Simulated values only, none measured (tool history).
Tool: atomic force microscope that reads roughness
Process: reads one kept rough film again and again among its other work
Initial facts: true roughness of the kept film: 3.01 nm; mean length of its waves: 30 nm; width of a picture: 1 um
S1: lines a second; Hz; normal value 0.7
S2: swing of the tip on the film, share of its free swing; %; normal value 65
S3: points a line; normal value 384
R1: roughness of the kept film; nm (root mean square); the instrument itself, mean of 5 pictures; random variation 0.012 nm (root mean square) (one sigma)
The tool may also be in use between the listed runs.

Run 1, hour 0: usual settings. Result: R1 2.671 nm (root mean square).
Run 2, hour 34.2: usual settings but S3 593. Result: R1 2.589 nm (root mean square).
At hour 54.4: new tip fitted.
Run 3, hour 57.4: usual settings. Result: R1 2.776 nm (root mean square).
Run 4, hour 83.2: usual settings but S3 262. Result: R1 2.665 nm (root mean square).
Run 5, hour 109.1: usual settings but S3 262. Result: R1 2.575 nm (root mean square).
At hour 143.5: new tip fitted.
At hour 158.6: height scale calibrated on a step standard.
Run 6, hour 162.3: usual settings. Result: R1 2.701 nm (root mean square).
Run 7, hour 203.5: usual settings. Result: R1 2.561 nm (root mean square).
At hour 235: new tip fitted.
Run 8, hour 250.2: usual settings. Result: R1 2.735 nm (root mean square).
Run 9, hour 284.3: usual settings. Result: R1 2.602 nm (root mean square).
At hour 325.7: new tip fitted.
Run 10, hour 331.5: usual settings but S1 2.622 Hz. Result: R1 2.636 nm (root mean square).
Run 11, hour 382: usual settings but S1 2.622 Hz. Result: R1 2.514 nm (root mean square).
At hour 416.7: new tip fitted.
Run 12, hour 434.2: usual settings but S2 64 %. Result: R1 2.706 nm (root mean square).
Run 13, hour 477.8: usual settings. Result: R1 2.606 nm (root mean square).
At hour 505.5: new tip fitted.
Run 14, hour 520.7: usual settings. Result: R1 2.736 nm (root mean square).
Run 15, hour 566.8: usual settings but S3 480. Result: R1 2.59 nm (root mean square).
Run 16, hour 592: usual settings but S3 602. Result: R1 2.518 nm (root mean square).
At hour 596.6: new tip fitted.
Run 17, hour 620.1: usual settings. Result: R1 2.687 nm (root mean square).
Run 18, hour 673.7: usual settings. Result: R1 2.532 nm (root mean square).
At hour 685.2: new tip fitted.
Run 19, hour 703.4: usual settings. Result: R1 2.724 nm (root mean square).
Run 20, hour 750.6: usual settings. Result: R1 2.571 nm (root mean square).
At hour 774: new tip fitted.
Run 21, hour 791.5: usual settings but S1 2.816 Hz, S2 77 %, S3 321. Result: R1 2.472 nm (root mean square).
Run 22, hour 818.6: usual settings but S1 0.796 Hz, S2 78 %. Result: R1 2.566 nm (root mean square).
Run 23, hour 841.5: usual settings but S1 0.796 Hz, S2 78 %. Result: R1 2.513 nm (root mean square).
At hour 864.9: new tip fitted.
Run 24, hour 887.4: usual settings but S1 1.584 Hz, S2 59 %, S3 709. Result: R1 2.695 nm (root mean square).
Run 25, hour 920: usual settings but S1 1.584 Hz, S2 55 %, S3 323. Result: R1 2.589 nm (root mean square).
At hour 955.8: new tip fitted.
Run 26, hour 968: usual settings but S1 1.584 Hz, S2 55 %, S3 323. Result: R1 2.727 nm (root mean square).
Run 27, hour 996.2: usual settings but S1 0.893 Hz, S2 73 %. Result: R1 2.619 nm (root mean square).
Run 28, hour 1037: usual settings but S1 0.681 Hz, S2 72 %, S3 321. Result: R1 2.52 nm (root mean square).
At hour 1045.3: new tip fitted.
Run 29, hour 1086.5: usual settings but S1 0.681 Hz, S2 72 %, S3 321. Result: R1 2.624 nm (root mean square).
Run 30, hour 1110.6: usual settings but S1 0.681 Hz, S2 72 %, S3 321. Result: R1 2.538 nm (root mean square).
At hour 1135.6: new tip fitted.
Run 31, hour 1143.7: usual settings but S1 0.681 Hz, S2 72 %, S3 321. Result: R1 2.723 nm (root mean square).
Run 32, hour 1170.6: usual settings but S1 0.681 Hz, S2 72 %, S3 321. Result: R1 2.671 nm (root mean square).
Run 33, hour 1196.6: usual settings but S1 0.681 Hz, S2 72 %, S3 321. Result: R1 2.585 nm (root mean square).
At hour 1226.4: new tip fitted.
Run 34, hour 1235.6: usual settings but S1 0.681 Hz, S2 62 %, S3 323. Result: R1 2.743 nm (root mean square).
Run 35, hour 1267: usual settings but S1 2.441 Hz, S2 55 %, S3 288. Result: R1 2.599 nm (root mean square).
Run 36, hour 1291: usual settings but S2 60 %, S3 298. Result: R1 2.595 nm (root mean square).
At hour 1317.4: new tip fitted.
Run 37, hour 1341.4: usual settings but S1 0.875 Hz, S2 78 %, S3 470. Result: R1 2.686 nm (root mean square).
Run 38, hour 1392.9: usual settings but S1 1.375 Hz, S3 362. Result: R1 2.501 nm (root mean square).
At hour 1409.5: new tip fitted.
Run 39, hour 1444.4: usual settings but S1 1.375 Hz, S3 362. Result: R1 2.653 nm (root mean square).

What if the next run were any one of these 5? Each begins from the tool's condition after run 39:
Run A, hour 1478.6: usual settings but S3 512. Result: R1 ?.
Run B, hour 1478.6: usual settings but S1 1.375 Hz, S2 74 %, S3 470. Result: R1 ?.
Run C, hour 1478.6: usual settings but S1 1.024 Hz, S2 81 %, S3 325. Result: R1 ?.
Run D, hour 1478.6: usual settings but S3 600. Result: R1 ?.
Run E, hour 1478.6: usual settings but S1 0.712 Hz, S2 85 %, S3 675. Result: R1 ?.

run     R1
  A  2.609
  B   2.53
  C   2.52
  D  2.613
  E  2.543
Stripped of hidden state, with their random variation kept, the same runs would have yielded:
run     R1
  A  2.784
  B  2.699
  C  2.689
  D  2.788
  E  2.713
